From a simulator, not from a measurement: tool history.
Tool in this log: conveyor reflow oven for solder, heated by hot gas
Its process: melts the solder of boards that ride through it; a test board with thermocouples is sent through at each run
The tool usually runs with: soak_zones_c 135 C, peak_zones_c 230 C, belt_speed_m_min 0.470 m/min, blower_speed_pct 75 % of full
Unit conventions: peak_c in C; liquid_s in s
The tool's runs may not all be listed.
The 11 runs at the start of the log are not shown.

run,hour,soak_zones_c,peak_zones_c,belt_speed_m_min,blower_speed_pct,hours of work since the flux was cleaned out,hours of work since the belt drive was overhauled,hours of work since the thermocouples were changed,peak_c,liquid_s
12,155.2,135,221,0.470,75,18,617,418,204.5,59.0
13,171.0,135,235,0.470,75,30,629,431,215.7,75.0
14,182.0,135,235,0.470,75,39,638,440,215.9,73.3
# hour 195.9: flux residue cleaned out of gas plates and filters, once more
15,203.6,123,230,0.470,75,6,651,453,212.6,67.3
16,225.6,129,221,0.446,75,24,669,470,207.6,67.1
17,237.3,129,221,0.446,75,33,678,480,207.6,66.7
18,257.5,129,233,0.446,53,49,694,496,213.2,73.2
19,276.8,145,233,0.508,82,64,709,511,217.6,74.8
20,290.8,145,233,0.508,82,75,721,522,218.1,75.2
21,300.4,123,223,0.426,67,83,728,530,207.9,67.9
22,321.8,136,223,0.426,55,100,745,547,207.8,72.4
23,338.4,136,223,0.426,55,113,758,560,207.7,72.8
24,355.0,138,223,0.526,55,126,772,573,201.0,48.4
25,375.9,138,223,0.526,55,143,788,590,201.2,48.1
26,392.4,150,223,0.526,55,156,801,603,204.2,58.2
27,413.1,135,244,0.495,70,173,818,619,223.4,76.8
28,433.5,135,244,0.385,70,189,834,636,230.8,109.4
29,448.2,125,244,0.385,71,201,846,647,229.9,103.3
30,465.0,141,230,0.460,75,214,859,661,214.6,78.0

Alternative continuations, all from the tool just after run 30; predict every row:
A,487.0,141,230,0.460,67,231,877,678,?,?
B,487.0,135,234,0.470,75,231,877,678,?,?
C,487.0,137,238,0.470,61,231,877,678,?,?

run,peak_c,liquid_s
A,213.1,77.2
B,216.6,75.8
C,218.4,78.0
Stripped of hidden state, with their random variation kept, the same runs would have yielded:
run,peak_c,liquid_s
A,215.3,78.5
B,219.1,77.2
C,220.7,79.0
